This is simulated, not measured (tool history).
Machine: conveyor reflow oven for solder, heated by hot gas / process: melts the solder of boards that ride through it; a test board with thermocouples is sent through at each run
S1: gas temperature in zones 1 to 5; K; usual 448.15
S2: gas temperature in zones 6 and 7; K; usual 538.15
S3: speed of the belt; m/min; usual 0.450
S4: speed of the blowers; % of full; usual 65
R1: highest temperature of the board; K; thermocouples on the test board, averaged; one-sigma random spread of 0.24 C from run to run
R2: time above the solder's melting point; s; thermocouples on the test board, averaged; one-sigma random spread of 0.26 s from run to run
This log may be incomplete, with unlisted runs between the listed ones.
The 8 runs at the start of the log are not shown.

run,hour,S1,S2,S3,S4,R1,R2
9,98.2,448.15,538.15,0.446,65,518.75,54.1
10,109.3,448.15,538.15,0.446,52,513.75,47.0
11,117.3,448.15,538.15,0.446,52,513.55,47.6
12,125.3,448.15,538.15,0.446,70,520.25,55.8
13,139.1,448.15,538.15,0.446,70,520.05,56.1
14,146.3,448.15,538.15,0.446,70,519.95,56.1
15,154.2,448.15,538.15,0.450,65,518.75,52.9
16,168.7,448.15,538.15,0.450,65,517.95,52.6
# hour 175.1: flux residue cleaned out of gas plates and filters
17,182.6,460.15,538.15,0.450,63,520.05,59.5
18,194.7,449.15,538.15,0.450,65,517.75,53.1
19,203.1,449.15,538.15,0.450,65,517.85,53.1
20,216.8,449.15,538.15,0.450,65,517.45,53.4
21,226.6,449.15,538.15,0.450,65,517.95,53.5
22,235.1,449.15,538.15,0.450,65,517.85,52.8
23,243.6,434.15,536.15,0.450,65,513.05,42.4
# hour 250.9: flux residue cleaned out of gas plates and filters, once more
24,258.6,434.15,536.15,0.450,65,514.25,44.3
25,271.9,462.15,529.15,0.450,65,514.55,56.3
26,281.8,448.15,538.15,0.401,56,519.75,61.6
27,293.4,448.15,538.15,0.401,56,519.35,60.9
28,303.7,448.15,538.15,0.523,50,505.65,29.5
29,313.2,448.15,539.15,0.452,62,518.45,52.9
30,326.0,448.15,540.15,0.450,65,520.05,55.7

Here are 4 independent what-if runs from the current tool condition. What would each one return?
A,342.9,447.15,544.15,0.450,65,?,?
B,342.9,459.15,540.15,0.473,83,?,?
C,342.9,448.15,549.15,0.444,65,?,?
D,342.9,448.15,526.15,0.450,60,?,?

run,R1,R2
A,523.05,57.5
B,525.85,62.1
C,528.65,62.6
D,507.35,40.0
Without the tool's unlogged condition, the same runs would have read:
run,R1,R2
A,523.85,57.9
B,526.65,62.4
C,529.45,63.0
D,508.15,41.0

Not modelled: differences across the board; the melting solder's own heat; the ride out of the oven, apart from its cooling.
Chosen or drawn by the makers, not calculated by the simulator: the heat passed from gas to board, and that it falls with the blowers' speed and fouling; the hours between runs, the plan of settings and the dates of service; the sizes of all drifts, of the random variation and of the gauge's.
